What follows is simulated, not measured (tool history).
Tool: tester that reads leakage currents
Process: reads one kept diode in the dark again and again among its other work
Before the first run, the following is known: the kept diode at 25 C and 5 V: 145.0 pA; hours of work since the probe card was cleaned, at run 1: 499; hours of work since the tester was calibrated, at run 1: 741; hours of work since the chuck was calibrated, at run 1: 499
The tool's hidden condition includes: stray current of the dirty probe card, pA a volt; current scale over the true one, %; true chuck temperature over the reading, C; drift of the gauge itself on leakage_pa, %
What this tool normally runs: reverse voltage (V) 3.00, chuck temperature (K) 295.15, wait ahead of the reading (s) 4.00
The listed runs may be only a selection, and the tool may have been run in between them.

run    hour  reverse voltage (V)  chuck temperature (K)  wait ahead of the reading (s)  hours of work since the probe card was cleaned  hours of work since the tester was calibrated  hours of work since the chuck was calibrated  current that the tester gives (pA)
  1     0.0                 3.00                 295.15                           4.00                                             499                                            741                                           499                               85.50
  2    94.3                 3.00                 295.15                           2.19                                             550                                            792                                           550                               85.57
  3   186.9                 3.00                 295.15                           2.19                                             601                                            843                                           601                               85.21
  4   336.7                 3.00                 295.15                           4.00                                             683                                            925                                           683                               84.66
  5   492.2                 3.00                 295.15                           4.00                                             768                                           1010                                           768                               84.65
  6   567.4                 7.13                 295.15                           4.00                                             809                                           1051                                           809                              132.19
  7   701.4                 3.00                 295.15                           4.00                                             883                                           1124                                           883                               83.99
  8   768.4                 3.00                 295.15                           4.00                                             919                                           1161                                           919                               83.77
  9   919.7                 3.00                 295.15                           4.00                                            1002                                           1244                                          1002                               83.25
 10  1060.5                 1.55                 295.15                           4.00                                            1079                                           1321                                          1079                               58.94
 11  1152.5                 4.74                 295.15                           4.00                                            1130                                           1371                                          1130                              105.96
 12  1270.3                 4.74                 295.15                           4.00                                            1194                                           1436                                          1194                              106.31
 13  1417.8                 4.74                 295.15                           4.00                                            1275                                           1517                                          1275                              105.74
     1449.2  -- probe card cleaned and baked
 14  1566.2                 4.74                 295.15                           4.00                                              64                                           1596                                          1354                               95.20
 15  1683.2                 3.00                 295.15                           4.00                                             128                                           1660                                          1418                               75.55
 16  1750.1                 3.00                 295.15                           4.00                                             165                                           1697                                          1455                               75.24
 17  1821.8                 3.00                 297.15                           3.27                                             204                                           1736                                          1494                               90.04
 18  1937.0                 3.00                 297.15                           3.27                                             267                                           1799                                          1557                               89.33
 19  2009.6                 3.00                 297.15                           3.27                                             307                                           1839                                          1597                               89.81
 20  2109.4                 3.00                 322.15                           1.25                                             361                                           1893                                          1652                              671.56
 21  2254.2                 2.53                 295.15                           2.29                                             441                                           1973                                          1731                               68.47
     2378.5  -- chuck's temperature calibrated
 22  2378.5                 8.04                 330.15                           4.00                                             507                                           2040                                             0                             2281.31
 23  2444.5                 3.70                 330.15                           7.18                                             544                                           2076                                            36                             1554.50
 24  2548.6                 8.17                 330.15                           1.09                                             601                                           2133                                            93                             2284.44
 25  2612.3                 8.17                 330.15                           1.09                                             635                                           2168                                           128                             2279.80
 26  2699.0                 3.00                 330.15                           2.75                                             683                                           2215                                           175                             1387.27
 27  2794.8                 4.75                 320.15                           1.72                                             735                                           2267                                           228                              838.16
 28  2907.8                 1.69                 298.15                           4.37                                             797                                           2329                                           290                               85.38
 29  3013.7                 3.00                 297.15                           4.00                                             855                                           2387                                           348                              105.90
 30  3168.6                 3.00                 294.15                           0.66                                             940                                           2472                                           432                               83.07
 31  3252.6                 3.00                 299.15                           0.39                                             986                                           2518                                           478                              125.87
 32  3390.0                 3.00                 299.15                           0.39                                            1061                                           2593                                           554                              125.22

Consider 5 possible next runs. They are alternatives, not a sequence: every one starts from the tool as it was left by run 32. What does each give?
  A  3523.4                 3.00                 300.15                           0.39                                            1134                                           2666                                           627                                   ?
  B  3523.4                 1.81                 320.15                           1.03                                            1134                                           2666                                           627                                   ?
  C  3523.4                 3.66                 305.15                           6.13                                            1134                                           2666                                           627                                   ?
  D  3523.4                 3.00                 299.15                           3.13                                            1134                                           2666                                           627                                   ?
  E  3523.4                 5.23                 298.15                           4.00                                            1134                                           2666                                           627                                   ?

run  current that the tester gives (pA)
  A                              136.12
  B                              502.14
  C                              222.64
  D                              123.88
  E                              152.59
Had the tool no hidden state, the same runs would have come out as:
run  current that the tester gives (pA)
  A                              136.18
  B                              516.62
  C                              224.82
  D                              123.54
  E                              149.41
